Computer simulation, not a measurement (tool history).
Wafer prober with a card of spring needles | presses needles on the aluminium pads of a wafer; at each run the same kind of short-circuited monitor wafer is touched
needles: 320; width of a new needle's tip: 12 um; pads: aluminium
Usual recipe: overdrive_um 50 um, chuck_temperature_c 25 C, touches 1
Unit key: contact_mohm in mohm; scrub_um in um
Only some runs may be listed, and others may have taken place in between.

Run 1, hour 0: usual settings. Result: contact_mohm 168 mohm, scrub_um 13.37 um.
At hour 11.2: tips cleaned on abrasive film.
At hour 29.4: tips cleaned on abrasive film.
Run 2, hour 34.7: usual settings but chuck_temperature_c 39 C. Result: contact_mohm 182 mohm, scrub_um 13.08 um.
At hour 47.9: tips cleaned on abrasive film.
At hour 58.1: height of the first contact set anew.
Run 3, hour 58.1: usual settings but chuck_temperature_c 39 C. Result: contact_mohm 192 mohm, scrub_um 13.84 um.
At hour 64.5: tips cleaned on abrasive film.
At hour 80.6: tips cleaned on abrasive film.
At hour 97.7: tips cleaned on abrasive film.
Run 4, hour 98: usual settings but chuck_temperature_c 39 C, touches 2. Result: contact_mohm 139 mohm, scrub_um 13.78 um.
At hour 113.5: tips cleaned on abrasive film.
Run 5, hour 122: usual settings. Result: contact_mohm 182 mohm, scrub_um 13.82 um.
At hour 129.9: tips cleaned on abrasive film.
At hour 135.3: tips cleaned on abrasive film, once more.
Run 6, hour 141.9: usual settings but overdrive_um 57 um. Result: contact_mohm 168 mohm, scrub_um 15.69 um.
At hour 154.8: tips cleaned on abrasive film.
Run 7, hour 169.5: usual settings but overdrive_um 57 um. Result: contact_mohm 191 mohm, scrub_um 15.68 um.
At hour 173.5: tips cleaned on abrasive film.
At hour 189.7: tips cleaned on abrasive film.
At hour 205.8: tips cleaned on abrasive film.
Run 8, hour 205.8: usual settings but overdrive_um 57 um. Result: contact_mohm 135 mohm, scrub_um 15.64 um.
At hour 221.7: tips cleaned on abrasive film.
Run 9, hour 232.8: usual settings but chuck_temperature_c 31 C. Result: contact_mohm 196 mohm, scrub_um 13.7 um.
At hour 241.1: tips cleaned on abrasive film.
At hour 258.4: tips cleaned on abrasive film.
Run 10, hour 265.3: usual settings but overdrive_um 41 um. Result: contact_mohm 209 mohm, scrub_um 11.16 um.
At hour 276.4: tips cleaned on abrasive film.
At hour 294.6: tips cleaned on abrasive film.
Run 11, hour 300.6: usual settings but overdrive_um 41 um. Result: contact_mohm 204 mohm, scrub_um 11.13 um.
At hour 310.5: tips cleaned on abrasive film.
At hour 328.4: tips cleaned on abrasive film.
Run 12, hour 340.1: usual settings but chuck_temperature_c 80 C. Result: contact_mohm 213 mohm, scrub_um 13.58 um.
At hour 346.8: tips cleaned on abrasive film.
At hour 362.7: tips cleaned on abrasive film.
At hour 382.3: tips cleaned on abrasive film.
Run 13, hour 382.5: usual settings. Result: contact_mohm 144 mohm, scrub_um 13.51 um.
At hour 399.5: tips cleaned on abrasive film.
Run 14, hour 404.4: usual settings. Result: contact_mohm 169 mohm, scrub_um 13.51 um.
At hour 416.3: tips cleaned on abrasive film.
Run 15, hour 429.4: usual settings. Result: contact_mohm 203 mohm, scrub_um 13.49 um.
At hour 432.9: tips cleaned on abrasive film.
At hour 450.3: tips cleaned on abrasive film.
At hour 467.5: tips cleaned on abrasive film.
Run 16, hour 471.9: usual settings but overdrive_um 39 um, chuck_temperature_c 46 C, touches 2. Result: contact_mohm 173 mohm, scrub_um 10.43 um.
At hour 485.3: tips cleaned on abrasive film.
At hour 501.3: tips cleaned on abrasive film.
Run 17, hour 507.3: usual settings but overdrive_um 63 um, chuck_temperature_c 98 C, touches 2. Result: contact_mohm 152 mohm, scrub_um 16.98 um.
At hour 517.6: tips cleaned on abrasive film.
At hour 534.9: tips cleaned on abrasive film.
At hour 551.3: tips cleaned on abrasive film.
Run 18, hour 551.3: usual settings but overdrive_um 40 um, chuck_temperature_c 48 C, touches 2. Result: contact_mohm 147 mohm, scrub_um 10.59 um.
At hour 568.9: tips cleaned on abrasive film.
Run 19, hour 574.2: usual settings but overdrive_um 46 um, chuck_temperature_c 46 C, touches 2. Result: contact_mohm 163 mohm, scrub_um 12.25 um.
At hour 585.4: tips cleaned on abrasive film.
Run 20, hour 597.6: usual settings but overdrive_um 65 um, chuck_temperature_c 27 C. Result: contact_mohm 180 mohm, scrub_um 17.51 um.
At hour 603: tips cleaned on abrasive film.
At hour 608: height of the first contact set anew.
At hour 620.2: tips cleaned on abrasive film.
Run 21, hour 620.2: usual settings but overdrive_um 65 um, chuck_temperature_c 56 C. Result: contact_mohm 138 mohm, scrub_um 18.01 um.
At hour 638.2: tips cleaned on abrasive film.
Run 22, hour 652.4: usual settings but overdrive_um 33 um, chuck_temperature_c 74 C. Result: contact_mohm 308 mohm, scrub_um 9.09 um.
At hour 655.9: tips cleaned on abrasive film.
At hour 672.7: tips cleaned on abrasive film.
At hour 688.6: tips cleaned on abrasive film.
Run 23, hour 692.2: usual settings but chuck_temperature_c 43 C, touches 3. Result: contact_mohm 146 mohm, scrub_um 13.81 um.
At hour 704.7: tips cleaned on abrasive film.
At hour 722.4: tips cleaned on abrasive film.
Run 24, hour 729.9: usual settings but overdrive_um 46 um, chuck_temperature_c 107 C, touches 3. Result: contact_mohm 167 mohm, scrub_um 12.61 um.
At hour 738.7: tips cleaned on abrasive film.
At hour 756.2: tips cleaned on abrasive film.
Run 25, hour 757.3: usual settings but overdrive_um 35 um, chuck_temperature_c 82 C, touches 3. Result: contact_mohm 159 mohm, scrub_um 9.54 um.
At hour 773.4: tips cleaned on abrasive film.
At hour 789.7: tips cleaned on abrasive film.
Run 26, hour 792.9: usual settings but overdrive_um 37 um, chuck_temperature_c 96 C. Result: contact_mohm 202 mohm, scrub_um 10.07 um.
At hour 806.8: tips cleaned on abrasive film.
At hour 825: tips cleaned on abrasive film.
Run 27, hour 831.6: usual settings but overdrive_um 37 um, chuck_temperature_c 96 C. Result: contact_mohm 234 mohm, scrub_um 10.05 um.
At hour 842.2: tips cleaned on abrasive film.
At hour 858.7: tips cleaned on abrasive film.
Run 28, hour 872: usual settings but overdrive_um 59 um, chuck_temperature_c 44 C, touches 2. Result: contact_mohm 170 mohm, scrub_um 16.1 um.
At hour 876.2: tips cleaned on abrasive film.
At hour 892.3: tips cleaned on abrasive film.
At hour 908.5: tips cleaned on abrasive film.
Run 29, hour 915.5: usual settings but overdrive_um 39 um, chuck_temperature_c 50 C, touches 2. Result: contact_mohm 189 mohm, scrub_um 10.51 um.

What if the next run were any one of these 4? Each begins from the tool's condition after run 29:
At hour 927.7: tips cleaned on abrasive film.
Run A, hour 940.5: usual settings but overdrive_um 52 um. Result: contact_mohm ?, scrub_um ?.
At hour 927.7: tips cleaned on abrasive film.
Run B, hour 940.5: usual settings but overdrive_um 65 um, chuck_temperature_c 50 C, touches 2. Result: contact_mohm ?, scrub_um ?.
At hour 927.7: tips cleaned on abrasive film.
Run C, hour 940.5: usual settings but overdrive_um 31 um, chuck_temperature_c 90 C, touches 2. Result: contact_mohm ?, scrub_um ?.
At hour 927.7: tips cleaned on abrasive film.
Run D, hour 940.5: usual settings but overdrive_um 37 um, chuck_temperature_c 26 C, touches 2. Result: contact_mohm ?, scrub_um ?.

run  contact_mohm  scrub_um
  A           212      14.1
  B           163     17.69
  C           269       8.3
  D           229      9.93
What these runs would have given with no unlogged condition in the tool:
run  contact_mohm  scrub_um
  A           128     14.41
  B           129     18.01
  C           148      8.62
  D           134     10.25
